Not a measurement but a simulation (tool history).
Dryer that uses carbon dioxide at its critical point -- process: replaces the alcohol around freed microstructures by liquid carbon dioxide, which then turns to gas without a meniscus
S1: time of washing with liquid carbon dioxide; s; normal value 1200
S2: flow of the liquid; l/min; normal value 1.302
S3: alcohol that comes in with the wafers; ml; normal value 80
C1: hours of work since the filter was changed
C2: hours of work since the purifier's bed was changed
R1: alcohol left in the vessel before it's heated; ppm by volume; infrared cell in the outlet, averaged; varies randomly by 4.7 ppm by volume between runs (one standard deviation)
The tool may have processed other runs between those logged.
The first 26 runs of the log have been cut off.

{"run": 27, "hour": 219.9, "S1": 1860, "S2": 2.06, "S3": 44, "C1": 245, "C2": 419, "R1": 36}
{"run": 28, "hour": 229.1, "S1": 1140, "S2": 2.16, "S3": 27, "C1": 251, "C2": 425, "R1": 35}
{"run": 29, "hour": 241.3, "S1": 840, "S2": 2.16, "S3": 27, "C1": 259, "C2": 433, "R1": 33}
{"run": 30, "hour": 247.2, "S1": 1380, "S2": 1.55, "S3": 89, "C1": 263, "C2": 437, "R1": 30}
{"run": 31, "hour": 255.5, "S1": 1920, "S2": 1.09, "S3": 83, "C1": 268, "C2": 443, "R1": 38}
{"run": 32, "hour": 265.5, "S1": 1200, "S2": 1.32, "S3": 45, "C1": 275, "C2": 450, "R1": 52}
{"run": 33, "hour": 276.3, "S1": 960, "S2": 1.4, "S3": 22, "C1": 282, "C2": 457, "R1": 60}
{"run": 34, "hour": 288.0, "S1": 1800, "S2": 1.24, "S3": 86, "C1": 290, "C2": 465, "R1": 34}
{"run": 35, "hour": 295.7, "S1": 1800, "S2": 1.24, "S3": 30, "C1": 295, "C2": 470, "R1": 35}
{"run": 36, "hour": 305.9, "S1": 1800, "S2": 1.24, "S3": 30, "C1": 302, "C2": 477, "R1": 31}
{"run": 37, "hour": 317.3, "S1": 780, "S2": 1.01, "S3": 86, "C1": 310, "C2": 484, "R1": 1137}
{"run": 38, "hour": 325.9, "S1": 1680, "S2": 0.95, "S3": 28, "C1": 315, "C2": 490, "R1": 56}
{"run": 39, "hour": 332.3, "S1": 1800, "S2": 0.84, "S3": 116, "C1": 320, "C2": 494, "R1": 133}
{"run": 40, "hour": 343.1, "S1": 1800, "S2": 0.84, "S3": 116, "C1": 327, "C2": 501, "R1": 143}

5 options for the next run, each taken on its own from the tool as it stands now. Forecast them:
{"run": "A", "hour": 351.3, "S1": 1800, "S2": 0.86, "S3": 46, "C1": 332, "C2": 507, "R1": "?"}
{"run": "B", "hour": 351.3, "S1": 1020, "S2": 2.06, "S3": 25, "C1": 332, "C2": 507, "R1": "?"}
{"run": "C", "hour": 351.3, "S1": 1800, "S2": 0.84, "S3": 25, "C1": 332, "C2": 507, "R1": "?"}
{"run": "D", "hour": 351.3, "S1": 1800, "S2": 0.84, "S3": 103, "C1": 332, "C2": 507, "R1": "?"}
{"run": "E", "hour": 351.3, "S1": 960, "S2": 1.21, "S3": 49, "C1": 332, "C2": 507, "R1": "?"}

run=A R1=72
run=B R1=39
run=C R1=58
run=D R1=137
run=E R1=181
Stripped of hidden state, with their random variation kept, the same runs would have yielded:
run=A R1=31
run=B R1=6
run=C R1=21
run=D R1=81
run=E R1=120
